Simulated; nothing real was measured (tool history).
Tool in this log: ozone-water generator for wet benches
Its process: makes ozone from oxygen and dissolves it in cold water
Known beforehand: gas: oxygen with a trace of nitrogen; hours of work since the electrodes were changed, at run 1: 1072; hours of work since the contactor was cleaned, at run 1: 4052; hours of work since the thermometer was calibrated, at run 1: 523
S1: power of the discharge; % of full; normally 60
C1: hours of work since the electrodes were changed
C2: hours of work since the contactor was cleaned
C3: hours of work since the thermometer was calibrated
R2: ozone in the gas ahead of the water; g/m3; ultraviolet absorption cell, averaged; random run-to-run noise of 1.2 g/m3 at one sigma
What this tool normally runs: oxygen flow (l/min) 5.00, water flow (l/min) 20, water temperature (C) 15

run 1 day=0.000 | S1=60 oxygen_flow_(l/min)=5.00 water_flow_(l/min)=20 water_temperature_(C)=15 | C1=1072 C2=4052 C3=523 | dissolved_ozone_(ppm)=24.9 R2=207.8
run 2 day=1.388 | S1=60 oxygen_flow_(l/min)=5.00 water_flow_(l/min)=20 water_temperature_(C)=15 | C1=1097 C2=4076 C3=548 | dissolved_ozone_(ppm)=25.2 R2=209.3
run 3 day=2.288 | S1=60 oxygen_flow_(l/min)=5.00 water_flow_(l/min)=20 water_temperature_(C)=15 | C1=1113 C2=4092 C3=563 | dissolved_ozone_(ppm)=25.0 R2=211.0
run 4 day=3.208 | S1=60 oxygen_flow_(l/min)=5.00 water_flow_(l/min)=20 water_temperature_(C)=15 | C1=1129 C2=4109 C3=580 | dissolved_ozone_(ppm)=24.9 R2=208.6
run 5 day=4.800 | S1=68 oxygen_flow_(l/min)=5.00 water_flow_(l/min)=20 water_temperature_(C)=15 | C1=1157 C2=4137 C3=608 | dissolved_ozone_(ppm)=27.9 R2=237.5
run 6 day=6.562 | S1=60 oxygen_flow_(l/min)=4.08 water_flow_(l/min)=20 water_temperature_(C)=15 | C1=1188 C2=4168 C3=639 | dissolved_ozone_(ppm)=24.8 R2=238.3
run 7 day=7.962 | S1=63 oxygen_flow_(l/min)=4.08 water_flow_(l/min)=20 water_temperature_(C)=15 | C1=1213 C2=4192 C3=664 | dissolved_ozone_(ppm)=26.5 R2=251.6
run 8 day=9.150 | S1=63 oxygen_flow_(l/min)=4.08 water_flow_(l/min)=20 water_temperature_(C)=15 | C1=1234 C2=4213 C3=684 | dissolved_ozone_(ppm)=26.0 R2=251.4
run 9 day=10.417 | S1=60 oxygen_flow_(l/min)=5.00 water_flow_(l/min)=14 water_temperature_(C)=15 | C1=1256 C2=4236 C3=707 | dissolved_ozone_(ppm)=32.2 R2=213.7
run 10 day=12.242 | S1=60 oxygen_flow_(l/min)=5.00 water_flow_(l/min)=16 water_temperature_(C)=15 | C1=1288 C2=4268 C3=739 | dissolved_ozone_(ppm)=29.2 R2=213.9
run 11 day=13.846 | S1=53 oxygen_flow_(l/min)=5.00 water_flow_(l/min)=20 water_temperature_(C)=15 | C1=1316 C2=4296 C3=767 | dissolved_ozone_(ppm)=22.3 R2=192.0
run 12 day=15.004 | S1=53 oxygen_flow_(l/min)=5.00 water_flow_(l/min)=20 water_temperature_(C)=15 | C1=1337 C2=4317 C3=788 | dissolved_ozone_(ppm)=21.9 R2=189.5
run 13 day=16.717 | S1=53 oxygen_flow_(l/min)=5.00 water_flow_(l/min)=20 water_temperature_(C)=15 | C1=1367 C2=4347 C3=818 | dissolved_ozone_(ppm)=22.2 R2=191.0
-- day=17.850 gauge calibrated
run 14 day=18.000 | S1=53 oxygen_flow_(l/min)=5.00 water_flow_(l/min)=20 water_temperature_(C)=15 | C1=1390 C2=4369 C3=841 | dissolved_ozone_(ppm)=22.2 R2=186.8
run 15 day=19.154 | S1=53 oxygen_flow_(l/min)=5.00 water_flow_(l/min)=20 water_temperature_(C)=15 | C1=1410 C2=4390 C3=861 | dissolved_ozone_(ppm)=22.3 R2=185.9
run 16 day=20.708 | S1=68 oxygen_flow_(l/min)=6.73 water_flow_(l/min)=31 water_temperature_(C)=15 | C1=1438 C2=4417 C3=888 | dissolved_ozone_(ppm)=19.4 R2=198.1
run 17 day=22.388 | S1=68 oxygen_flow_(l/min)=6.73 water_flow_(l/min)=31 water_temperature_(C)=15 | C1=1467 C2=4447 C3=918 | dissolved_ozone_(ppm)=19.2 R2=197.5
run 18 day=23.362 | S1=50 oxygen_flow_(l/min)=5.00 water_flow_(l/min)=20 water_temperature_(C)=15 | C1=1484 C2=4464 C3=935 | dissolved_ozone_(ppm)=21.0 R2=179.9
run 19 day=24.683 | S1=60 oxygen_flow_(l/min)=5.00 water_flow_(l/min)=12 water_temperature_(C)=11 | C1=1508 C2=4487 C3=958 | dissolved_ozone_(ppm)=37.8 R2=209.5
run 20 day=26.375 | S1=79 oxygen_flow_(l/min)=5.00 water_flow_(l/min)=24 water_temperature_(C)=12 | C1=1537 C2=4517 C3=988 | dissolved_ozone_(ppm)=28.8 R2=274.0
run 21 day=27.346 | S1=79 oxygen_flow_(l/min)=5.00 water_flow_(l/min)=24 water_temperature_(C)=12 | C1=1555 C2=4534 C3=1005 | dissolved_ozone_(ppm)=28.4 R2=273.3
run 22 day=28.171 | S1=48 oxygen_flow_(l/min)=5.00 water_flow_(l/min)=20 water_temperature_(C)=15 | C1=1569 C2=4549 C3=1020 | dissolved_ozone_(ppm)=20.3 R2=173.8
run 23 day=29.296 | S1=77 oxygen_flow_(l/min)=5.00 water_flow_(l/min)=27 water_temperature_(C)=15 | C1=1589 C2=4569 C3=1040 | dissolved_ozone_(ppm)=24.5 R2=267.3
run 24 day=30.421 | S1=51 oxygen_flow_(l/min)=5.04 water_flow_(l/min)=12 water_temperature_(C)=23 | C1=1609 C2=4589 C3=1060 | dissolved_ozone_(ppm)=26.1 R2=181.9
run 25 day=32.304 | S1=51 oxygen_flow_(l/min)=3.32 water_flow_(l/min)=16 water_temperature_(C)=7 | C1=1642 C2=4622 C3=1093 | dissolved_ozone_(ppm)=27.8 R2=236.4
run 26 day=34.058 | S1=51 oxygen_flow_(l/min)=3.32 water_flow_(l/min)=16 water_temperature_(C)=7 | C1=1673 C2=4653 C3=1124 | dissolved_ozone_(ppm)=28.2 R2=236.8
run 27 day=35.071 | S1=61 oxygen_flow_(l/min)=5.00 water_flow_(l/min)=20 water_temperature_(C)=15 | C1=1691 C2=4671 C3=1142 | dissolved_ozone_(ppm)=25.3 R2=218.0
run 28 day=36.646 | S1=61 oxygen_flow_(l/min)=5.00 water_flow_(l/min)=20 water_temperature_(C)=15 | C1=1719 C2=4698 C3=1169 | dissolved_ozone_(ppm)=25.2 R2=219.7
run 29 day=37.525 | S1=60 oxygen_flow_(l/min)=7.62 water_flow_(l/min)=20 water_temperature_(C)=15 | C1=1734 C2=4714 C3=1185 | dissolved_ozone_(ppm)=24.1 R2=165.3

Below are 5 alternative next runs, each starting from the tool's condition after run 29. Predict each:
run A day=39.312 | S1=47 oxygen_flow_(l/min)=3.30 water_flow_(l/min)=20 water_temperature_(C)=22 | C1=1766 C2=4745 C3=1216 | dissolved_ozone_(ppm)=? R2=?
run B day=39.312 | S1=60 oxygen_flow_(l/min)=5.00 water_flow_(l/min)=21 water_temperature_(C)=15 | C1=1766 C2=4745 C3=1216 | dissolved_ozone_(ppm)=? R2=?
run C day=39.312 | S1=89 oxygen_flow_(l/min)=7.62 water_flow_(l/min)=17 water_temperature_(C)=18 | C1=1766 C2=4745 C3=1216 | dissolved_ozone_(ppm)=? R2=?
run D day=39.312 | S1=60 oxygen_flow_(l/min)=7.62 water_flow_(l/min)=31 water_temperature_(C)=15 | C1=1766 C2=4745 C3=1216 | dissolved_ozone_(ppm)=? R2=?
run E day=39.312 | S1=59 oxygen_flow_(l/min)=2.64 water_flow_(l/min)=20 water_temperature_(C)=15 | C1=1766 C2=4745 C3=1216 | dissolved_ozone_(ppm)=? R2=?

run=A dissolved_ozone_(ppm)=18.4 R2=223.7
run=B dissolved_ozone_(ppm)=24.2 R2=218.0
run=C dissolved_ozone_(ppm)=36.6 R2=240.7
run=D dissolved_ozone_(ppm)=17.4 R2=168.0
run=E dissolved_ozone_(ppm)=23.9 R2=315.4
Had the tool no hidden state, the same runs would have come out as:
run=A dissolved_ozone_(ppm)=18.4 R2=216.5
run=B dissolved_ozone_(ppm)=24.2 R2=211.1
run=C dissolved_ozone_(ppm)=36.6 R2=233.1
run=D dissolved_ozone_(ppm)=17.4 R2=162.7
run=E dissolved_ozone_(ppm)=23.9 R2=305.3
